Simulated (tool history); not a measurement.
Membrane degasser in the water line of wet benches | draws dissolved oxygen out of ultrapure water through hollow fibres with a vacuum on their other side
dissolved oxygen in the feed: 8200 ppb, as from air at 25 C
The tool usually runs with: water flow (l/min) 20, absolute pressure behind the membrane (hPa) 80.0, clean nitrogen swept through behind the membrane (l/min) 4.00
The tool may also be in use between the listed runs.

| run | hour | water flow (l/min) | absolute pressure behind the membrane (hPa) | clean nitrogen swept through behind the membrane (l/min) | dissolved oxygen in the water behind the degasser (ppb) | pressure that the water loses in the fibres (hPa) |
|---|---|---|---|---|---|---|
| 1 | 0.0 | 20 | 80.0 | 4.00 | 82.8 | 604.6 |
| 2 | 46.3 | 20 | 80.0 | 4.00 | 84.9 | 605.1 |
| 3 | 110.8 | 20 | 141.9 | 4.00 | 159.0 | 597.6 |
| 4 | 184.0 | 20 | 141.9 | 7.75 | 95.3 | 603.2 |
| 5 | 250.1 | 20 | 80.0 | 3.88 | 87.4 | 605.7 |
| 6 | 296.3 | 20 | 80.0 | 4.00 | 85.6 | 602.1 |
| 7 | 351.7 | 20 | 80.0 | 4.00 | 82.9 | 602.8 |
| 8 | 441.9 | 17 | 80.0 | 4.00 | 66.7 | 511.9 |
| 9 | 536.5 | 23 | 80.0 | 4.00 | 107.5 | 691.4 |
| 10 | 636.0 | 20 | 80.0 | 2.95 | 106.4 | 606.6 |
| 11 | 720.6 | 13 | 80.0 | 4.00 | 46.5 | 395.7 |
| 12 | 818.7 | 13 | 80.0 | 4.00 | 46.4 | 395.0 |
| 13 | 909.3 | 20 | 80.0 | 4.00 | 86.7 | 604.6 |
| 14 | 974.0 | 20 | 80.0 | 4.00 | 86.3 | 608.8 |
| 15 | 1018.0 | 20 | 80.0 | 4.00 | 86.5 | 610.3 |
| 16 | 1117.1 | 23 | 80.0 | 4.00 | 110.7 | 703.0 |
|  | 1123.6 | vacuum gauge calibrated |
| 17 | 1158.2 | 23 | 80.0 | 4.00 | 110.9 | 699.9 |
| 18 | 1256.5 | 32 | 102.7 | 4.00 | 232.0 | 974.8 |
|  | 1311.0 | seals of the vacuum lines changed |
| 19 | 1356.4 | 14 | 102.7 | 7.01 | 44.2 | 430.0 |
| 20 | 1403.5 | 14 | 84.4 | 7.01 | 35.9 | 428.5 |
|  | 1412.3 | vacuum gauge calibrated, once more |
| 21 | 1467.0 | 19 | 92.5 | 5.30 | 71.8 | 580.1 |
| 22 | 1562.7 | 19 | 92.5 | 5.30 | 72.8 | 580.3 |
| 23 | 1638.0 | 19 | 92.5 | 5.30 | 72.0 | 585.2 |
| 24 | 1692.3 | 19 | 92.5 | 5.30 | 72.6 | 582.1 |
| 25 | 1756.4 | 17 | 93.6 | 4.00 | 77.9 | 520.8 |
| 26 | 1837.6 | 17 | 93.6 | 4.00 | 75.7 | 521.3 |
| 27 | 1895.9 | 17 | 93.6 | 4.00 | 78.5 | 520.4 |
| 28 | 1977.8 | 24 | 71.6 | 4.00 | 98.3 | 739.7 |
| 29 | 2027.2 | 12 | 82.5 | 9.10 | 20.6 | 366.9 |
| 30 | 2098.3 | 25 | 184.2 | 3.62 | 287.7 | 762.0 |
| 31 | 2150.9 | 25 | 184.2 | 3.62 | 289.7 | 771.1 |
| 32 | 2221.2 | 25 | 184.2 | 3.62 | 293.6 | 773.4 |

Branching from run 32: 3 alternative next runs. What would each branch give?
| A | 2295.2 | 20 | 55.0 | 2.29 | ? | ? |
| B | 2295.2 | 18 | 192.3 | 7.98 | ? | ? |
| C | 2295.2 | 19 | 184.2 | 3.62 | ? | ? |

| run | dissolved oxygen in the water behind the degasser (ppb) | pressure that the water loses in the fibres (hPa) |
|---|---|---|
| A | 73.7 | 619.1 |
| B | 107.7 | 553.7 |
| C | 212.0 | 586.6 |
Without the tool's hidden state the same runs would have given:
| run | dissolved oxygen in the water behind the degasser (ppb) | pressure that the water loses in the fibres (hPa) |
|---|---|---|
| A | 67.9 | 601.2 |
| B | 104.2 | 537.6 |
| C | 207.4 | 569.7 |

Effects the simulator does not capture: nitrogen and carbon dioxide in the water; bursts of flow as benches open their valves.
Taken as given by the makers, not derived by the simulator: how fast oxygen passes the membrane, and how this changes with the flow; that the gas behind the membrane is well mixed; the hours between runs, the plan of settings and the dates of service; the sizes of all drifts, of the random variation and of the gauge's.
